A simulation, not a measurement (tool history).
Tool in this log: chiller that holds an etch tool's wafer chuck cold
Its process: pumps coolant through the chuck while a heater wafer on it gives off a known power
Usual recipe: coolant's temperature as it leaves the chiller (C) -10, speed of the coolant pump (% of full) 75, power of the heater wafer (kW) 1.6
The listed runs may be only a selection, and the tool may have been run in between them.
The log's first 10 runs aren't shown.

run	day	coolant's temperature as it leaves the chiller (C)	speed of the coolant pump (% of full)	power of the heater wafer (kW)	hours since the coolant was changed and the channels were flushed	hours since the pump was overhauled	hours since the chiller's thermometer was calibrated	chuck's temperature once it has settled (C)	how much warmer the coolant comes back (C)
11	26.962	-10	79	1.6	3828	1595	456	-0.6	3.39
12	29.708	-10	79	1.6	3894	1661	522	-0.5	3.28
13	31.317	-10	79	1.6	3932	1700	560	-0.5	3.36
14	33.683	-10	79	1.6	3989	1757	617	-0.5	3.31
15	36.462	-10	79	1.6	4056	1823	684	-0.7	3.31
16	38.908	-10	75	1.6	4115	1882	743	-0.3	3.46
17	40.767	-5	76	0.911	4159	1927	787	0.5	1.87
18	43.808	-5	76	0.911	4232	2000	860	0.5	1.76
19	45.633	-5	76	0.911	4276	2043	904	0.5	1.75
20	47.504	-5	76	0.911	4321	2088	949	0.6	1.77
21	50.017	-4	66	1.251	4381	2149	1009	4.1	2.92
22	53.558	-4	66	1.79	4466	2234	1094	7.8	4.36
23	55.458	-4	66	1.98	4512	2279	1140	9.1	4.81
24	58.033	-13	74	1.6	4574	2341	1202	-3	3.36
# day 60.917: gauge calibrated
25	60.988	-10	76	1.666	4644	2412	1273	0.1	3.85
26	62.858	-10	76	1.666	4689	2457	1317	0.1	3.82
27	65.175	-10	76	1.666	4745	2512	1373	0.1	3.81
28	67.229	-10	97	2.111	4794	2562	1422	1.3	3.78
29	69.288	-10	97	2.111	4844	2611	1472	1.5	3.73
30	71.992	-7	88	2.266	4909	2676	1537	5.5	4.44
31	75.483	-7	88	2.266	4992	2760	1620	5.7	4.46

Predict each of these 5 candidate next runs independently; none follows another, all start after run 31:
A	77.683	-6	61	2.266	5045	2813	1673	?	?
B	77.683	-12	71	1.6	5045	2813	1673	?	?
C	77.683	-4	65	0.942	5045	2813	1673	?	?
D	77.683	-10	65	1.238	5045	2813	1673	?	?
E	77.683	-20	91	2.266	5045	2813	1673	?	?

run	chuck's temperature once it has settled (C)	how much warmer the coolant comes back (C)
A	9.5	6.3
B	-2.1	3.86
C	2.3	2.37
D	-2	3.27
E	-7.5	4.22
What these runs would have given with no unlogged condition in the tool:
run	chuck's temperature once it has settled (C)	how much warmer the coolant comes back (C)
A	9.4	6.42
B	-2.1	3.98
C	2.3	2.49
D	-2	3.38
E	-7.5	4.34
